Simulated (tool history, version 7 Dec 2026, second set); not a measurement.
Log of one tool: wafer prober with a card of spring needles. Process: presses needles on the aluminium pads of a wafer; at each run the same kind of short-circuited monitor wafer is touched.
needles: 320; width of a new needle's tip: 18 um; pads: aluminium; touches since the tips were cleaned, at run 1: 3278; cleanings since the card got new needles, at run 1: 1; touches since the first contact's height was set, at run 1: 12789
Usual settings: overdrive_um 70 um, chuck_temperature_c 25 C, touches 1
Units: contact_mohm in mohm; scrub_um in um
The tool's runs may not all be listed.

run,hour,overdrive_um,chuck_temperature_c,touches,touches since the tips were cleaned,cleanings since the card got new needles,touches since the first contact's height was set,contact_mohm,scrub_um
1,0,70,25,1,3278,1,12789,240,13.52
2,5.8,70,25,1,4518,1,14029,239,13.53
3,12.4,70,25,1,5914,1,15425,240,13.47
4,23.2,70,25,1,8210,1,17721,237,13.46
# hour 24: tips cleaned on abrasive film
5,34.8,70,25,1,2296,2,20154,239,13.44
6,46,70,83,1,4677,2,22535,258,13.48
7,51.6,61,83,1,5867,2,23725,259,11.72
8,58.5,61,83,1,7333,2,25191,261,11.68
# hour 63.4: tips cleaned on abrasive film
9,63.4,61,83,1,0,3,26206,262,11.71
10,74.1,70,25,1,2271,3,28477,240,13.41
11,79.3,59,117,2,3382,3,29588,269,11.3
12,89,59,117,2,5430,3,31636,270,11.27
13,99.2,80,27,1,7598,3,33804,238,15.3
# hour 103.4: tips cleaned on abrasive film
14,107.5,68,25,1,885,4,35553,243,12.98
15,114.5,68,25,1,2357,4,37025,238,12.96
16,123.3,69,42,1,4229,4,38897,249,13.17
17,132.3,66,70,1,6144,4,40812,255,12.56
18,139.7,66,70,1,7715,4,42383,251,12.55
# hour 143: tips cleaned on abrasive film
19,148.9,80,41,2,1242,5,44305,241,15.2
20,156.5,79,71,2,2862,5,45925,250,15.01

Forecast each of these 3 alternatives for the next run:
# hour 164.3: gauge calibrated
A,166,79,71,1,4878,5,47941,?,?
# hour 164.3: gauge calibrated
B,166,71,25,1,4878,5,47941,?,?
# hour 164.3: gauge calibrated
C,166,81,49,2,4878,5,47941,?,?

run,contact_mohm,scrub_um
A,253,15.26
B,237,13.7
C,243,15.6
Without the tool's hidden state the same runs would have given:
run,contact_mohm,scrub_um
A,253,15.26
B,237,13.7
C,243,15.6

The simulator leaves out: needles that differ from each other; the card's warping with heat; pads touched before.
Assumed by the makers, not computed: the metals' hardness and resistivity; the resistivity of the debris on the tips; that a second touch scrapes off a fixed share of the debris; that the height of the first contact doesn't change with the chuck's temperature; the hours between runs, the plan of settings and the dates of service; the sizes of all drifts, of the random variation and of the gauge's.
